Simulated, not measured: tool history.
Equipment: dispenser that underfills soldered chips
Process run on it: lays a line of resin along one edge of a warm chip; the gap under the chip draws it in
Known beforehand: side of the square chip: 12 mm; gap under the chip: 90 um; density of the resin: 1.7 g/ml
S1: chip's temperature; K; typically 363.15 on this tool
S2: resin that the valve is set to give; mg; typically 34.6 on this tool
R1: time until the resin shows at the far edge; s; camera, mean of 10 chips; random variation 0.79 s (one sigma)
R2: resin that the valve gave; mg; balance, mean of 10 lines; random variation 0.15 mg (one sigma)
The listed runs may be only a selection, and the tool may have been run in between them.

run	hour	S1	S2	R1	R2
1	0	363.15	34.6	106.3	34.07
# hour 2.9: new syringe of resin
# hour 13.6: new syringe of resin
2	13.6	363.15	34.6	69.5	33.8
# hour 24.1: new syringe of resin
3	28.3	356.15	34.6	119.4	33.64
# hour 34.1: new syringe of resin
4	35	356.15	34.6	94.1	33.15
# hour 44.7: new syringe of resin
5	49.2	368.15	34.6	74.2	32.76
# hour 55.5: new syringe of resin
6	60.4	368.15	34.6	74.3	32.74
# hour 65.5: new syringe of resin
7	74.1	368.15	34.6	92.1	32.45
# hour 75.9: new syringe of resin
# hour 79.7: dispensing valve cleaned and set on the balance
# hour 88.1: new syringe of resin
8	90.3	368.15	34.6	62.9	34.2
9	96.5	368.15	34.6	89.4	34.15
# hour 98.5: new syringe of resin
10	108	363.15	35	119.1	34.16
# hour 109.6: new syringe of resin
# hour 119.5: new syringe of resin
# hour 121.9: stage's temperature calibrated
11	122.1	363.15	35	80.5	33.83

For run 12, what comes out?
# hour 130.8: new syringe of resin
12	132.8	363.15	35	?	?

R1: 81.3 s
R2: 33.29 mg
If the tool had no hidden condition, the same run with the same run-to-run variation would have returned R1 72.3 s, R2 34.71 mg.
